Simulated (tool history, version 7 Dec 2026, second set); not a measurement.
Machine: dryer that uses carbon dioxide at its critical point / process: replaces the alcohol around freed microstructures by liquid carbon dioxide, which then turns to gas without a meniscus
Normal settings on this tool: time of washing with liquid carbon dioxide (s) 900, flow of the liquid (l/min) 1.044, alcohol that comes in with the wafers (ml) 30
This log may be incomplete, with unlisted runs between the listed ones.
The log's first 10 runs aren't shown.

run   hour  time of washing with liquid carbon dioxide (s)  flow of the liquid (l/min)  alcohol that comes in with the wafers (ml)  hours of work since the filter was changed  hours of work since the purifier's bed was changed  alcohol left in the vessel before it's heated (ppm by volume)
 11  266.4                                            1380                       1.400                                          30                                          85                                                 527                                                            244
 12  283.2                                            1380                       1.400                                          30                                          93                                                 535                                                            230
 13  307.9                                             900                       1.044                                          30                                         105                                                 547                                                            252
 14  324.7                                             840                       1.044                                          30                                         114                                                 555                                                            257
 15  355.1                                             840                       1.044                                          30                                         129                                                 570                                                            270
 16  389.2                                             840                       1.044                                          30                                         145                                                 587                                                            269
 17  406.6                                             840                       1.044                                          30                                         154                                                 596                                                            277
 18  430.9                                             840                       1.044                                          30                                         166                                                 608                                                            281
     461.3  -- purifier's bed changed
 19  470.9                                             900                       1.044                                          30                                         184                                                   5                                                             19
 20  499.7                                             900                       1.044                                          30                                         198                                                  19                                                             26
 21  524.8                                             900                       1.044                                          30                                         211                                                  31                                                             30
 22  551.0                                             900                       1.044                                          30                                         224                                                  44                                                             40
 23  587.4                                             900                       1.044                                          30                                         242                                                  62                                                             48

What will run 24 give?
 24  602.6                                             900                       1.040                                          23                                         249                                                  70                                                              ?

alcohol left in the vessel before it's heated (ppm by volume): 50
Had the tool carried no hidden state, the very same run would have given alcohol left in the vessel before it's heated (ppm by volume) 17.

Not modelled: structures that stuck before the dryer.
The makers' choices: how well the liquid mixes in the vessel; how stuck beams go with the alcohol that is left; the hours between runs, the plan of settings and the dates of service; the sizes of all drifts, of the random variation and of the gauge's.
